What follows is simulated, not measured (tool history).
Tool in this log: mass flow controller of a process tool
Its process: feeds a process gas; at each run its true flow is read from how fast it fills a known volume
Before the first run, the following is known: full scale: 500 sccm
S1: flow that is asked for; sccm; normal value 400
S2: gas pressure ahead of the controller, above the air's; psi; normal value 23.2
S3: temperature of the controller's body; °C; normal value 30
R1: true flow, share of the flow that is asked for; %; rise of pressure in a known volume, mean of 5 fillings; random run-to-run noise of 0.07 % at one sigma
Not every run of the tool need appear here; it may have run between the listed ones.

run,hour,S1,S2,S3,R1
1,0.0,400,23.2,30,101.45
2,223.1,400,34.8,30,102.02
3,589.9,400,34.8,30,102.15
4,961.5,400,34.8,30,102.09
5,1356.0,400,23.2,30,102.11
6,1771.6,400,23.2,30,102.31
7,2195.9,400,23.2,30,102.37
8,2496.0,400,23.2,30,102.59
# hour 2782.5: controller's zero set anew
9,2974.6,400,23.2,30,103.43
10,3330.9,400,23.2,30,103.48
11,3686.0,400,23.2,30,103.75
12,3936.1,400,23.2,34,103.45
13,4325.2,400,23.2,34,103.66
14,4733.9,400,23.2,34,103.83
# hour 4980.6: controller's zero set anew, once more
15,5250.0,400,23.2,30,101.74
16,5735.0,400,23.2,30,102.03
17,6223.9,400,23.2,30,102.37
18,6478.5,400,23.2,30,102.31
19,6911.1,400,23.2,30,102.45
20,7161.5,400,35.7,30,103.05
21,7558.8,400,35.7,30,103.23
22,7907.3,400,23.2,30,103.03
23,8257.5,262,23.2,30,103.10
24,8764.8,262,23.2,30,103.50
25,9196.3,262,23.2,30,103.50
26,9650.4,135,31.9,25,105.01
27,10036.9,137,22.2,23,105.32
# hour 10233.5: controller exchanged for a calibrated one
28,10342.3,137,22.2,23,98.79
29,10569.8,93,33.9,20,99.53
30,10902.3,93,33.9,20,99.72
31,11136.6,62,27.8,20,100.23
32,11467.2,400,23.2,30,99.69
33,11885.2,400,23.2,30,99.84
34,12187.9,400,29.3,40,99.38
35,12645.4,75,36.8,38,100.98
36,13043.1,400,23.2,33,100.10
37,13459.2,400,23.2,33,100.29
38,13959.1,195,23.2,33,100.43
39,14472.9,400,28.6,22,101.68
40,14947.0,311,23.2,30,101.20
41,15269.5,452,39.5,22,102.51
42,15484.4,76,38.4,38,104.50
43,15999.3,55,25.1,28,107.59
44,16328.8,55,25.1,28,108.22
45,16843.4,56,23.2,29,108.65
46,17090.9,383,27.7,20,103.03
47,17492.4,55,27.3,28,110.18
48,17783.1,376,31.9,30,102.76
49,18227.5,102,23.2,20,106.83

Branching from run 49: 3 alternative next runs. What would each branch give?
# hour 18623.8: controller's zero set anew
A,18623.8,400,27.0,32,?
# hour 18623.8: controller's zero set anew
B,18623.8,400,24.4,30,?
# hour 18623.8: controller's zero set anew
C,18623.8,105,23.2,30,?

run,R1
A,101.13
B,101.15
C,100.13
With the hidden condition removed and each run's random variation left untouched, the same runs would have given:
run,R1
A,99.00
B,99.03
C,97.96
